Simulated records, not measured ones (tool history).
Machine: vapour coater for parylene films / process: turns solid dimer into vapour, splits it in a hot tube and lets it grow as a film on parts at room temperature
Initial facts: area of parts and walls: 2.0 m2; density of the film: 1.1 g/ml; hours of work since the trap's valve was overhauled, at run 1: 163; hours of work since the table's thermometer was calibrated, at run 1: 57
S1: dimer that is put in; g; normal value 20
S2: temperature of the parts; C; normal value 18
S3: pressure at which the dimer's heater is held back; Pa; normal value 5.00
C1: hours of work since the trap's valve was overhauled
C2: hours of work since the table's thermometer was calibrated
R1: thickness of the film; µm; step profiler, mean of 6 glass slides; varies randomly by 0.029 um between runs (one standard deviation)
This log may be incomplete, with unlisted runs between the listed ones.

Run 1, hour 0.0: usual settings; C1 163; C2 57. Result: R1 6.17 µm.
Run 2, hour 12.4: usual settings; C1 168; C2 62. Result: R1 6.21 µm.
Run 3, hour 22.0: usual settings; C1 172; C2 66. Result: R1 6.21 µm.
Run 4, hour 34.9: usual settings; C1 177; C2 71. Result: R1 6.19 µm.
Run 5, hour 46.4: usual settings; C1 182; C2 75. Result: R1 6.18 µm.
Run 6, hour 60.9: usual settings but S3 10.45 Pa; C1 188; C2 81. Result: R1 5.44 µm.
Run 7, hour 81.1: usual settings but S3 10.45 Pa; C1 196; C2 90. Result: R1 5.44 µm.
Run 8, hour 96.6: usual settings but S3 10.45 Pa; C1 202; C2 96. Result: R1 5.40 µm.
Run 9, hour 114.2: usual settings; C1 209; C2 103. Result: R1 6.10 µm.
Run 10, hour 129.6: usual settings but S1 13 g; C1 216; C2 109. Result: R1 3.95 µm.
Run 11, hour 140.4: usual settings but S1 18 g; C1 220; C2 114. Result: R1 5.49 µm.
Run 12, hour 161.6: usual settings but S1 18 g, S2 12 C; C1 229; C2 122. Result: R1 6.11 µm.
Run 13, hour 175.9: usual settings but S1 18 g, S2 12 C; C1 234; C2 128. Result: R1 6.09 µm.
Run 14, hour 195.6: usual settings but S1 18 g, S2 12 C; C1 242; C2 136. Result: R1 6.09 µm.
Run 15, hour 207.1: usual settings; C1 247; C2 141. Result: R1 6.12 µm.
Run 16, hour 223.3: usual settings; C1 254; C2 148. Result: R1 6.06 µm.
Run 17, hour 242.4: usual settings; C1 262; C2 155. Result: R1 5.97 µm.
Run 18, hour 258.7: usual settings but S2 16 C; C1 268; C2 162. Result: R1 6.21 µm.
At hour 270.7: gauge calibrated.
Run 19, hour 272.5: usual settings; C1 274; C2 168. Result: R1 6.18 µm.
Run 20, hour 282.7: usual settings but S1 17 g; C1 278; C2 172. Result: R1 5.25 µm.
Run 21, hour 295.8: usual settings but S1 17 g, S3 9.91 Pa; C1 283; C2 177. Result: R1 4.68 µm.
Run 22, hour 312.4: usual settings but S1 17 g, S3 9.91 Pa; C1 290; C2 184. Result: R1 4.66 µm.
Run 23, hour 333.9: usual settings but S1 17 g, S3 9.91 Pa; C1 299; C2 193. Result: R1 4.61 µm.
Run 24, hour 354.4: usual settings; C1 307; C2 201. Result: R1 6.12 µm.
Run 25, hour 374.3: usual settings; C1 315; C2 209. Result: R1 6.14 µm.
Run 26, hour 393.1: usual settings but S1 11 g, S2 19 C, S3 7.04 Pa; C1 323; C2 217. Result: R1 3.12 µm.
Run 27, hour 405.9: usual settings but S1 11 g, S2 19 C, S3 2.05 Pa; C1 328; C2 222. Result: R1 3.86 µm.
Run 28, hour 423.4: usual settings but S1 11 g, S2 19 C, S3 2.05 Pa; C1 335; C2 229. Result: R1 3.85 µm.

Run 29, settings as shown, results not yet in. Your forecast:
Run 29, hour 438.1: usual settings but S2 17 C, S3 6.80 Pa; C1 341; C2 235. Result: R1 ?.

R1: 5.88 µm
Had the tool carried no hidden state, the very same run would have given R1 6.00 µm.

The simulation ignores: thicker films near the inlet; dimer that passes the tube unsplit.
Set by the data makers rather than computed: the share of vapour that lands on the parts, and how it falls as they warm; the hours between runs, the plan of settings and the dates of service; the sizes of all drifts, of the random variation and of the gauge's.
